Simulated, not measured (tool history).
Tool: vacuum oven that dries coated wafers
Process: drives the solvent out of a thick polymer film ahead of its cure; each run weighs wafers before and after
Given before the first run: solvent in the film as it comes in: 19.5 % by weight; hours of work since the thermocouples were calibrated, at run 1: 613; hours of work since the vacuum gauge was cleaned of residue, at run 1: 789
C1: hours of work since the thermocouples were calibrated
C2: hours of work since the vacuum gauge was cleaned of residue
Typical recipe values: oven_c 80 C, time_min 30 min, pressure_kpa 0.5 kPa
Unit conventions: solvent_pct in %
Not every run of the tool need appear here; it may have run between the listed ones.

{"run": 1, "hour": 0.0, "oven_c": 80, "time_min": 30, "pressure_kpa": 0.5, "C1": 613, "C2": 789, "solvent_pct": 2.17}
{"run": 2, "hour": 81.8, "oven_c": 80, "time_min": 30, "pressure_kpa": 0.5, "C1": 646, "C2": 822, "solvent_pct": 2.2}
{"run": 3, "hour": 145.4, "oven_c": 80, "time_min": 30, "pressure_kpa": 0.5, "C1": 672, "C2": 848, "solvent_pct": 2.28}
{"run": 4, "hour": 189.8, "oven_c": 80, "time_min": 19, "pressure_kpa": 0.5, "C1": 690, "C2": 866, "solvent_pct": 4.41}
{"run": 5, "hour": 239.2, "oven_c": 80, "time_min": 30, "pressure_kpa": 0.59, "C1": 710, "C2": 886, "solvent_pct": 2.27}
{"run": 6, "hour": 285.9, "oven_c": 80, "time_min": 30, "pressure_kpa": 0.59, "C1": 729, "C2": 904, "solvent_pct": 2.32}
{"run": 7, "hour": 367.9, "oven_c": 80, "time_min": 30, "pressure_kpa": 0.59, "C1": 762, "C2": 938, "solvent_pct": 2.21}
{"run": 8, "hour": 447.3, "oven_c": 80, "time_min": 30, "pressure_kpa": 0.59, "C1": 794, "C2": 970, "solvent_pct": 2.4}
{"run": 9, "hour": 525.4, "oven_c": 76, "time_min": 16, "pressure_kpa": 0.298, "C1": 826, "C2": 1001, "solvent_pct": 6.6}
{"run": 10, "hour": 584.1, "oven_c": 68, "time_min": 30, "pressure_kpa": 0.5, "C1": 850, "C2": 1025, "solvent_pct": 5.64}
{"run": 11, "hour": 643.4, "oven_c": 80, "time_min": 46, "pressure_kpa": 0.857, "C1": 874, "C2": 1049, "solvent_pct": 1.16}
{"run": 12, "hour": 698.8, "oven_c": 80, "time_min": 46, "pressure_kpa": 0.857, "C1": 896, "C2": 1072, "solvent_pct": 1.31}
{"run": 13, "hour": 750.5, "oven_c": 75, "time_min": 25, "pressure_kpa": 0.5, "C1": 917, "C2": 1093, "solvent_pct": 4.5}
{"run": 14, "hour": 789.7, "oven_c": 84, "time_min": 17, "pressure_kpa": 0.5, "C1": 933, "C2": 1108, "solvent_pct": 3.95}
{"run": 15, "hour": 847.2, "oven_c": 80, "time_min": 52, "pressure_kpa": 0.567, "C1": 956, "C2": 1132, "solvent_pct": 0.95}
{"run": 16, "hour": 909.8, "oven_c": 80, "time_min": 52, "pressure_kpa": 0.567, "C1": 981, "C2": 1157, "solvent_pct": 0.91}

Each row is a separate what-if for the run after 16, all from the same tool condition, not one after another. Results?
{"run": "A", "hour": 944.8, "oven_c": 80, "time_min": 29, "pressure_kpa": 0.451, "C1": 996, "C2": 1171, "solvent_pct": "?"}
{"run": "B", "hour": 944.8, "oven_c": 80, "time_min": 30, "pressure_kpa": 0.428, "C1": 996, "C2": 1171, "solvent_pct": "?"}
{"run": "C", "hour": 944.8, "oven_c": 86, "time_min": 48, "pressure_kpa": 0.567, "C1": 996, "C2": 1171, "solvent_pct": "?"}

run=A solvent_pct=2.54
run=B solvent_pct=2.29
run=C solvent_pct=0.52
With the hidden condition removed and each run's random variation left untouched, the same runs would have given:
run=A solvent_pct=2.05
run=B solvent_pct=1.81
run=C solvent_pct=0.34
